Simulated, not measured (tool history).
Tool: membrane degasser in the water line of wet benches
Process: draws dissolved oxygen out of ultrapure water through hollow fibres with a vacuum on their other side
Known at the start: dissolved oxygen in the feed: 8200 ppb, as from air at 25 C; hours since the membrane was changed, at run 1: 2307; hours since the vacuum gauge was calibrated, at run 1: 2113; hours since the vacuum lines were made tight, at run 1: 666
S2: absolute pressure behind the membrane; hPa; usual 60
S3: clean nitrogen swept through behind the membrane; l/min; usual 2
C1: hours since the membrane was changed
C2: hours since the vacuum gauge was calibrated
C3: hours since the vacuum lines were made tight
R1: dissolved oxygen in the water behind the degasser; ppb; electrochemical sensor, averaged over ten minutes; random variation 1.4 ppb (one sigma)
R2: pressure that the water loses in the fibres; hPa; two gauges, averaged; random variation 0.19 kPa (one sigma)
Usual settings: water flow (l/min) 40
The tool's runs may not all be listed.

Run 1, hour 0: usual settings; C1 2307; C2 2113; C3 666. Result: R1 139.6 ppb, R2 398.2 hPa.
Run 2, hour 89.4: usual settings but water flow (l/min) 56; C1 2396; C2 2203; C3 755. Result: R1 220 ppb, R2 561.3 hPa.
Run 3, hour 167.4: usual settings but water flow (l/min) 56; C1 2474; C2 2281; C3 833. Result: R1 219.7 ppb, R2 559.9 hPa.
Run 4, hour 276.3: usual settings but water flow (l/min) 56; C1 2583; C2 2389; C3 942. Result: R1 225.1 ppb, R2 559.2 hPa.
Run 5, hour 388.1: usual settings but water flow (l/min) 37; C1 2695; C2 2501; C3 1054. Result: R1 130.3 ppb, R2 369.1 hPa.
Run 6, hour 499.2: usual settings but S2 80.5 hPa; C1 2806; C2 2612; C3 1165. Result: R1 228.1 ppb, R2 402.7 hPa.
Run 7, hour 560.6: usual settings but S3 2.93 l/min; C1 2867; C2 2674; C3 1226. Result: R1 104 ppb, R2 401.4 hPa.
Run 8, hour 634.5: usual settings but S3 2.93 l/min; C1 2941; C2 2748; C3 1300. Result: R1 104.4 ppb, R2 400.9 hPa.
Run 9, hour 725.5: usual settings but S3 1.99 l/min; C1 3032; C2 2839; C3 1391. Result: R1 143.6 ppb, R2 401.7 hPa.
Run 10, hour 800.4: usual settings; C1 3107; C2 2914; C3 1466. Result: R1 141.5 ppb, R2 402.9 hPa.
Run 11, hour 909.4: usual settings; C1 3216; C2 3023; C3 1575. Result: R1 144.1 ppb, R2 402 hPa.
Run 12, hour 1031.9: usual settings; C1 3339; C2 3145; C3 1698. Result: R1 143.9 ppb, R2 405.7 hPa.
Run 13, hour 1136.4: usual settings; C1 3443; C2 3250; C3 1802. Result: R1 141.6 ppb, R2 406.7 hPa.
Run 14, hour 1220.2: usual settings; C1 3527; C2 3333; C3 1886. Result: R1 143.6 ppb, R2 402.3 hPa.
Run 15, hour 1288.1: usual settings; C1 3595; C2 3401; C3 1954. Result: R1 141.2 ppb, R2 404.1 hPa.
Run 16, hour 1389.4: usual settings; C1 3696; C2 3503; C3 2055. Result: R1 143.4 ppb, R2 405.2 hPa.
Run 17, hour 1489.6: usual settings but S2 73.7 hPa; C1 3796; C2 3603; C3 2155. Result: R1 205.2 ppb, R2 400.8 hPa.
Run 18, hour 1578.3: usual settings but water flow (l/min) 60, S2 73.7 hPa, S3 3.61 l/min; C1 3885; C2 3691; C3 2244. Result: R1 231.5 ppb, R2 608.7 hPa.
Run 19, hour 1638.4: usual settings but water flow (l/min) 42, S2 73.7 hPa, S3 4.85 l/min; C1 3945; C2 3752; C3 2304. Result: R1 105.6 ppb, R2 422.5 hPa.
Run 20, hour 1692.1: usual settings but water flow (l/min) 42, S2 73.7 hPa, S3 4.85 l/min; C1 3999; C2 3805; C3 2358. Result: R1 105.8 ppb, R2 423.2 hPa.
Run 21, hour 1742.6: usual settings but S2 37.1 hPa; C1 4049; C2 3856; C3 2408. Result: R1 44 ppb, R2 404.7 hPa.
Run 22, hour 1832.6: usual settings but water flow (l/min) 57, S2 109.6 hPa, S3 1.21 l/min; C1 4139; C2 3946; C3 2498. Result: R1 734.4 ppb, R2 576.3 hPa.
Run 23, hour 1906.7: usual settings but water flow (l/min) 25, S2 96.1 hPa, S3 1.21 l/min; C1 4213; C2 4020; C3 2572. Result: R1 289.1 ppb, R2 254.5 hPa.
Run 24, hour 1956.4: usual settings but water flow (l/min) 25, S2 96.1 hPa, S3 1.21 l/min; C1 4263; C2 4070; C3 2622. Result: R1 292.7 ppb, R2 256.2 hPa.
Run 25, hour 2027.3: usual settings but water flow (l/min) 25, S2 96.1 hPa, S3 1.21 l/min; C1 4334; C2 4140; C3 2693. Result: R1 291.5 ppb, R2 255.1 hPa.
Run 26, hour 2098: usual settings but water flow (l/min) 37, S2 116.8 hPa, S3 1.51 l/min; C1 4405; C2 4211; C3 2764. Result: R1 450.4 ppb, R2 371.5 hPa.
Run 27, hour 2197.3: usual settings but water flow (l/min) 37, S2 116.8 hPa, S3 1.51 l/min; C1 4504; C2 4310; C3 2863. Result: R1 452.3 ppb, R2 375.4 hPa.
Run 28, hour 2288.4: usual settings but water flow (l/min) 27, S2 44.6 hPa; C1 4595; C2 4402; C3 2954. Result: R1 48.1 ppb, R2 274.7 hPa.
Run 29, hour 2366.1: usual settings but water flow (l/min) 27, S2 44.6 hPa; C1 4673; C2 4479; C3 3032. Result: R1 47.6 ppb, R2 271.1 hPa.
Run 30, hour 2451.1: usual settings but water flow (l/min) 27, S2 44.6 hPa; C1 4758; C2 4564; C3 3117. Result: R1 48.6 ppb, R2 276.8 hPa.
Run 31, hour 2513.8: usual settings but water flow (l/min) 25, S2 111.2 hPa, S3 5.09 l/min; C1 4821; C2 4627; C3 3180. Result: R1 98.1 ppb, R2 255.5 hPa.
Run 32, hour 2618.2: usual settings but S3 4.03 l/min; C1 4925; C2 4731; C3 3284. Result: R1 83.5 ppb, R2 405.4 hPa.
Run 33, hour 2724.7: usual settings but water flow (l/min) 39, S2 92.7 hPa, S3 2.67 l/min; C1 5031; C2 4838; C3 3391. Result: R1 219.2 ppb, R2 398.1 hPa.

Forecast each of these 3 alternatives for the next run:
Run A, hour 2830.9: usual settings but S2 102.7 hPa, S3 2.6 l/min; C1 5138; C2 4944; C3 3497. Result: R1 ?, R2 ?.
Run B, hour 2830.9: usual settings but S2 43.3 hPa, S3 1.12 l/min; C1 5138; C2 4944; C3 3497. Result: R1 ?, R2 ?.
Run C, hour 2830.9: usual settings but water flow (l/min) 41, S2 130.5 hPa, S3 2.67 l/min; C1 5138; C2 4944; C3 3497. Result: R1 ?, R2 ?.

run     R1     R2
  A  265.2  405.1
  B  113.4  409.2
  C  360.8  419.2
Without the tool's hidden state the same runs would have given:
run     R1     R2
  A  252.8  390.1
  B   91.4  394.2
  C  348.1  403.9
